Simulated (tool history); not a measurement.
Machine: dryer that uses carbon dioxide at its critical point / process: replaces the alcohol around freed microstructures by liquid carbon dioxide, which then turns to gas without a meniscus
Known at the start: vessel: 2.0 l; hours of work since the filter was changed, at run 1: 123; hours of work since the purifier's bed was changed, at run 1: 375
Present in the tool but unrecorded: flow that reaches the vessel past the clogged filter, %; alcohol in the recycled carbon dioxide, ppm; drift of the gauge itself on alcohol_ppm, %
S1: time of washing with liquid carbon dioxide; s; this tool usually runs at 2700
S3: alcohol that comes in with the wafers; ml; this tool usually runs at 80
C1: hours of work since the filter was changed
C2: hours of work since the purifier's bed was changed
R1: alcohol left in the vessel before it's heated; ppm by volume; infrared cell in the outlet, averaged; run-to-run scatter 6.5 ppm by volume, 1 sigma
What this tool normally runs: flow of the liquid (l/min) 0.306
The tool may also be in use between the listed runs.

run 1 hour=0 | S1=2700 flow_of_the_liquid_(l/min)=0.306 S3=80 | C1=123 C2=375 | R1=373
run 2 hour=8.1 | S1=2700 flow_of_the_liquid_(l/min)=0.306 S3=80 | C1=130 C2=381 | R1=384
run 3 hour=16.8 | S1=2700 flow_of_the_liquid_(l/min)=0.306 S3=80 | C1=137 C2=388 | R1=387
run 4 hour=24.7 | S1=2700 flow_of_the_liquid_(l/min)=0.306 S3=80 | C1=143 C2=394 | R1=366
run 5 hour=31.7 | S1=2700 flow_of_the_liquid_(l/min)=0.306 S3=80 | C1=148 C2=400 | R1=378
run 6 hour=43.9 | S1=2700 flow_of_the_liquid_(l/min)=0.445 S3=80 | C1=158 C2=410 | R1=84
run 7 hour=51.2 | S1=2700 flow_of_the_liquid_(l/min)=0.445 S3=80 | C1=164 C2=415 | R1=82
run 8 hour=63.4 | S1=2700 flow_of_the_liquid_(l/min)=0.445 S3=80 | C1=174 C2=425 | R1=91
run 9 hour=73 | S1=2700 flow_of_the_liquid_(l/min)=0.445 S3=80 | C1=181 C2=433 | R1=92
run 10 hour=78.1 | S1=2700 flow_of_the_liquid_(l/min)=0.445 S3=80 | C1=185 C2=437 | R1=105
run 11 hour=87.5 | S1=2760 flow_of_the_liquid_(l/min)=0.442 S3=80 | C1=193 C2=444 | R1=95
run 12 hour=97 | S1=2760 flow_of_the_liquid_(l/min)=0.442 S3=80 | C1=200 C2=452 | R1=92
run 13 hour=103 | S1=2760 flow_of_the_liquid_(l/min)=0.442 S3=80 | C1=205 C2=457 | R1=91
run 14 hour=114.6 | S1=3060 flow_of_the_liquid_(l/min)=0.308 S3=38 | C1=214 C2=466 | R1=150
run 15 hour=119.7 | S1=3060 flow_of_the_liquid_(l/min)=0.308 S3=38 | C1=218 C2=470 | R1=134
run 16 hour=125.2 | S1=2700 flow_of_the_liquid_(l/min)=0.306 S3=44 | C1=223 C2=474 | R1=252
run 17 hour=135.3 | S1=4080 flow_of_the_liquid_(l/min)=0.472 S3=37 | C1=231 C2=482 | R1=57
run 18 hour=145 | S1=2700 flow_of_the_liquid_(l/min)=0.306 S3=34 | C1=238 C2=490 | R1=211
run 19 hour=155.2 | S1=2820 flow_of_the_liquid_(l/min)=0.22 S3=55 | C1=246 C2=498 | R1=888

Branching from run 19: 4 alternative next runs. What would each branch give?
run A hour=164.9 | S1=3120 flow_of_the_liquid_(l/min)=0.383 S3=76 | C1=254 C2=506 | R1=?
run B hour=164.9 | S1=3000 flow_of_the_liquid_(l/min)=0.306 S3=35 | C1=254 C2=506 | R1=?
run C hour=164.9 | S1=3360 flow_of_the_liquid_(l/min)=0.519 S3=55 | C1=254 C2=506 | R1=?
run D hour=164.9 | S1=2700 flow_of_the_liquid_(l/min)=0.306 S3=84 | C1=254 C2=506 | R1=?

run=A R1=102
run=B R1=164
run=C R1=68
run=D R1=449
Without the tool's unlogged condition, the same runs would have read:
run=A R1=29
run=B R1=76
run=C R1=11
run=D R1=280
